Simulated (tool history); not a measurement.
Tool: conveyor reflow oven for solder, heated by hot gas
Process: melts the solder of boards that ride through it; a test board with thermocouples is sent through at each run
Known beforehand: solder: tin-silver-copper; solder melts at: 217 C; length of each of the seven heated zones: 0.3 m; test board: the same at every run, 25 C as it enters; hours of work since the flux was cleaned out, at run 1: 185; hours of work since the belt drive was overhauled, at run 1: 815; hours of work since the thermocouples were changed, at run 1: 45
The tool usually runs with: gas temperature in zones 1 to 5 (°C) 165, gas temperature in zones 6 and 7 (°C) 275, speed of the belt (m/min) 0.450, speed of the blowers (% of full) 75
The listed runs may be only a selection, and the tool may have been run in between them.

run	hour	gas temperature in zones 1 to 5 (°C)	gas temperature in zones 6 and 7 (°C)	speed of the belt (m/min)	speed of the blowers (% of full)	hours of work since the flux was cleaned out	hours of work since the belt drive was overhauled	hours of work since the thermocouples were changed	highest temperature of the board (°C)	time above the solder's melting point (s)
1	0.0	165	275	0.450	75	185	815	45	259.5	62.9
2	18.9	165	275	0.450	75	196	825	56	259.4	62.3
3	49.9	165	275	0.450	75	214	843	74	259.9	62.8
4	66.6	165	275	0.450	75	223	853	83	259.6	63.0
5	94.5	164	275	0.450	75	239	869	99	258.8	62.1
6	113.6	164	275	0.450	75	250	880	110	259.2	62.1
7	130.6	164	275	0.450	75	260	889	120	258.9	62.1
8	159.2	164	275	0.450	75	276	906	136	259.1	62.0
9	192.1	164	275	0.450	75	295	925	155	259.1	61.9
10	215.0	164	275	0.450	75	308	938	168	258.3	61.0
11	245.9	165	288	0.450	75	326	955	186	270.1	68.2
12	277.3	165	275	0.450	75	344	973	204	258.6	62.0
13	315.0	165	275	0.450	75	365	995	225	258.5	61.7
14	345.1	176	275	0.450	75	383	1012	243	259.7	66.7
15	362.0	165	275	0.450	75	392	1022	252	258.1	61.1
16	393.7	165	275	0.450	75	410	1040	270	258.4	61.9
17	409.5	165	275	0.528	75	420	1049	280	252.0	47.0
18	428.2	165	275	0.528	75	430	1060	290	251.5	47.7
19	451.2	165	275	0.528	75	443	1073	303	250.8	46.6
20	468.6	175	287	0.366	68	453	1083	313	275.1	91.6
21	485.5	175	276	0.366	68	463	1093	323	265.0	86.5
# hour 509.7: flux residue cleaned out of gas plates and filters
22	523.5	156	277	0.387	63	8	1112	342	264.8	73.6
23	539.3	174	274	0.361	80	17	1121	351	268.9	89.8
24	556.3	151	282	0.377	53	27	1130	361	266.0	75.2
25	575.9	151	282	0.377	50	38	1142	372	265.1	73.6
26	602.8	165	268	0.450	75	53	1157	387	255.9	61.2
27	619.9	163	268	0.425	68	63	1167	397	255.5	63.4
28	653.0	169	288	0.450	75	82	1186	416	274.2	71.8
29	687.7	151	275	0.503	65	102	1206	436	252.7	46.9
30	713.9	165	275	0.478	81	117	1221	451	261.6	60.1
31	734.2	165	275	0.478	81	129	1232	463	261.4	60.7
32	759.4	165	275	0.478	81	143	1247	477	261.2	60.6

Results per run with the tool's hidden condition removed, run-to-run variation unchanged:
Hidden state at play: heat that the gas passes to the board, % of a clean oven's; belt's true speed, % of the reading; true gas temperature in zones 6 and 7 over the reading, C; drift of the gauge itself on peak_c, C; drift of the gauge itself on liquid_s, %.
run	highest temperature of the board (°C)	time above the solder's melting point (s)
1	260.4	63.1
2	260.3	62.5
3	261.0	63.1
4	260.7	63.4
5	260.1	62.6
6	260.5	62.7
7	260.4	62.7
8	260.7	62.8
9	260.8	62.8
10	260.1	62.0
11	272.3	68.6
12	260.7	63.2
13	260.8	63.0
14	261.7	67.6
15	260.6	62.6
16	261.1	63.6
17	255.7	49.7
18	255.2	50.4
19	254.7	49.4
20	276.8	91.2
21	266.5	86.7
22	262.8	71.1
23	266.9	87.5
24	263.9	72.6
25	263.1	71.0
26	254.2	59.2
27	253.8	61.3
28	272.8	70.0
29	251.5	45.5
30	260.5	58.8
31	260.3	59.4
32	260.3	59.4
